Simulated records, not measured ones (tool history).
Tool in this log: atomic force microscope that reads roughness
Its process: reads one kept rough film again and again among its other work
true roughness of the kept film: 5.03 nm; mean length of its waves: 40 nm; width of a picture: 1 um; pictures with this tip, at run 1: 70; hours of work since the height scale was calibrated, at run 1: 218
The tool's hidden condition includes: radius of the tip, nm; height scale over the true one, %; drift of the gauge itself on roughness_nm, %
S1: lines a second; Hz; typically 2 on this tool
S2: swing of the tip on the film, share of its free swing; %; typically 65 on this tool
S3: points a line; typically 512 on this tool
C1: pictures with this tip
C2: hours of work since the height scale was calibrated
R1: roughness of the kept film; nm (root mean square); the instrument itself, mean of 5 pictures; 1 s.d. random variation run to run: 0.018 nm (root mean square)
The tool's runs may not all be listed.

run	hour	S1	S2	S3	C1	C2	R1
1	0	2	65	512	70	218	3.867
2	4.5	2	65	512	74	221	3.823
3	11.7	2	65	512	82	225	3.824
4	17.8	2	65	512	88	229	3.749
# hour 18.8: new tip fitted
5	25.6	2	65	512	7	233	4.28
6	30.1	3	65	512	11	236	4.097
7	39	3	65	512	20	241	4.018
8	43.7	3	65	512	25	244	3.983
9	48	2	58	512	30	247	4.249
# hour 49.7: height scale calibrated on a step standard
10	57.1	1.26	60	512	38	4	4.244
11	62	1.76	65	512	43	7	4.114
12	66.7	1.76	65	512	48	10	4.039
13	75.1	1.76	65	512	57	15	3.976

Run 14 is up next; what results do you expect?
14	84.7	0.87	90	990	67	21	?

R1: 3.691 nm (root mean square)
Take away the tool's hidden state, keep the run-to-run variation as it was, and the same run would have given R1 4.135 nm (root mean square).

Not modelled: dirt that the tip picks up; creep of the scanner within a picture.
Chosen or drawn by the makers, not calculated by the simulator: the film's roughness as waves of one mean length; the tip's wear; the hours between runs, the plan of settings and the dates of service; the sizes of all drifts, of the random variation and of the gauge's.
